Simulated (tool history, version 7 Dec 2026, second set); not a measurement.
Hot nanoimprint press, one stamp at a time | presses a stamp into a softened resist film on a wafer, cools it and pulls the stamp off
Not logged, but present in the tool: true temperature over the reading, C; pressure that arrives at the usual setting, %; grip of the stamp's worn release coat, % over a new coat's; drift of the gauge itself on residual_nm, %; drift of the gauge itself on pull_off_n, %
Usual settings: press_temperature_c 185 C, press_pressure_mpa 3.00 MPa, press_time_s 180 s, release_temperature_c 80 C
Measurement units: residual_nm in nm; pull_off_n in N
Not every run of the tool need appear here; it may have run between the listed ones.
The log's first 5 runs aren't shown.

run,hour,press_temperature_c,press_pressure_mpa,press_time_s,release_temperature_c,hours of work since the thermocouple was calibrated,imprints on the stamp's release coat,hours of work since the press's seals were changed,residual_nm,pull_off_n
# hour 90.5: stamp cleaned and given a new release coat
6,97.2,185,3.00,336,80,399,35,704,194.1,160
7,109.0,185,3.00,336,80,409,96,713,195.2,166
8,133.9,185,3.00,165,80,428,226,733,249.2,162
9,145.8,185,3.00,180,80,438,289,742,241.2,163
10,163.0,185,3.00,180,80,451,378,756,239.5,171
11,179.4,185,3.00,180,65,464,464,769,240.0,227
12,190.4,185,3.00,180,80,473,521,777,238.8,167
13,206.2,185,3.00,180,68,485,604,790,239.8,213
14,232.5,184,3.00,180,68,506,741,811,248.5,217
# hour 260.0: press's hydraulic seals changed and the load cell set to zero
15,262.6,184,3.00,180,68,523,857,2,247.9,212
16,280.7,185,3.28,180,79,538,952,16,227.8,165
# hour 294.9: plate thermocouple calibrated
17,296.2,174,3.78,180,80,1,1017,26,312.0,173
18,314.4,185,3.00,165,82,15,1112,41,244.5,160
19,338.9,185,3.00,165,82,35,1240,60,244.6,159
20,365.0,185,3.38,180,65,55,1376,80,224.1,223
21,378.9,185,3.38,356,65,66,1449,91,176.5,233
22,392.2,185,3.00,170,76,77,1519,102,244.1,185
# hour 416.6: stamp cleaned and given a new release coat
23,418.6,185,3.00,170,76,93,10,118,242.3,181
24,445.7,185,3.66,207,88,114,151,139,201.5,131
25,466.1,196,3.00,356,88,130,258,156,125.9,125
26,493.2,188,3.00,183,79,152,400,177,212.5,168
27,518.6,188,3.00,183,79,172,532,197,213.3,170
28,543.8,185,3.00,238,80,192,664,217,216.4,162
29,563.4,185,3.00,333,80,207,767,232,193.5,167
30,590.2,185,3.65,164,80,228,906,253,220.4,164

Predict each of these 4 candidate next runs independently; none follows another, all start after run 30:
A,604.0,194,1.81,164,78,239,979,264,?,?
B,604.0,185,3.56,275,79,239,979,264,?,?
C,604.0,185,3.00,132,80,239,979,264,?,?
D,604.0,185,3.00,257,80,239,979,264,?,?

run,residual_nm,pull_off_n
A,233.4,169
B,186.8,172
C,261.3,165
D,209.2,168
Take away the tool's hidden state, keep each run's random variation, and the runs would have read:
run,residual_nm,pull_off_n
A,237.8,168
B,190.2,171
C,266.1,163
D,213.1,166
